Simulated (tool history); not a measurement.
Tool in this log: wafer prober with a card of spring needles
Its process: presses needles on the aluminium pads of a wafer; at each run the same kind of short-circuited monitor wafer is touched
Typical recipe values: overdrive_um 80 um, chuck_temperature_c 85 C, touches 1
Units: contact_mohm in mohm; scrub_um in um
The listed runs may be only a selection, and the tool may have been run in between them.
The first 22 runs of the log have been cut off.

At day 24.888: tips cleaned on abrasive film.
Run 23, day 25.288: usual settings but overdrive_um 82 um, chuck_temperature_c 47 C, touches 3. Result: contact_mohm 268 mohm, scrub_um 22.46 um.
At day 25.5: tips cleaned on abrasive film.
At day 26.179: tips cleaned on abrasive film.
Run 24, day 26.442: usual settings but overdrive_um 82 um, chuck_temperature_c 47 C, touches 3. Result: contact_mohm 269 mohm, scrub_um 22.46 um.
At day 26.854: tips cleaned on abrasive film.
Run 25, day 27.212: usual settings but overdrive_um 77 um, chuck_temperature_c 47 C, touches 3. Result: contact_mohm 272 mohm, scrub_um 21.09 um.
At day 27.492: tips cleaned on abrasive film.
At day 28.171: tips cleaned on abrasive film.
Run 26, day 28.479: usual settings but overdrive_um 68 um, chuck_temperature_c 41 C, touches 3. Result: contact_mohm 271 mohm, scrub_um 18.65 um.
At day 28.862: tips cleaned on abrasive film.
At day 29.517: tips cleaned on abrasive film.
Run 27, day 29.838: usual settings. Result: contact_mohm 280 mohm, scrub_um 21.97 um.
At day 30.221: tips cleaned on abrasive film.
At day 30.904: tips cleaned on abrasive film.
Run 28, day 31.371: usual settings but overdrive_um 95 um, chuck_temperature_c 38 C. Result: contact_mohm 268 mohm, scrub_um 26.13 um.
At day 31.6: tips cleaned on abrasive film.
At day 32.25: tips cleaned on abrasive film.
Run 29, day 32.842: usual settings but chuck_temperature_c 35 C. Result: contact_mohm 268 mohm, scrub_um 21.95 um.
At day 32.908: tips cleaned on abrasive film.
At day 33.588: tips cleaned on abrasive film.
Run 30, day 34.083: usual settings but chuck_temperature_c 35 C. Result: contact_mohm 267 mohm, scrub_um 21.94 um.
At day 34.225: tips cleaned on abrasive film.
At day 34.854: tips cleaned on abrasive film.
Run 31, day 34.883: usual settings but chuck_temperature_c 35 C. Result: contact_mohm 265 mohm, scrub_um 21.95 um.

Consider 3 possible next runs. They are alternatives, not a sequence: every one starts from the tool as it was left by run 31. What does each give?
At day 35.088: height of the first contact set anew.
At day 35.558: tips cleaned on abrasive film.
Run A, day 35.767: usual settings but overdrive_um 78 um, chuck_temperature_c 48 C, touches 2. Result: contact_mohm ?, scrub_um ?.
At day 35.088: height of the first contact set anew.
At day 35.558: tips cleaned on abrasive film.
Run B, day 35.767: usual settings but overdrive_um 91 um. Result: contact_mohm ?, scrub_um ?.
At day 35.088: height of the first contact set anew.
At day 35.558: tips cleaned on abrasive film.
Run C, day 35.767: usual settings but overdrive_um 99 um, chuck_temperature_c 45 C. Result: contact_mohm ?, scrub_um ?.

run  contact_mohm  scrub_um
  A           268     21.43
  B           277     24.95
  C           270     27.16
The same runs, with their run-to-run variation unchanged, on a tool lacking any hidden condition would have given:
run  contact_mohm  scrub_um
  A           268     21.43
  B           277     24.95
  C           270     27.16
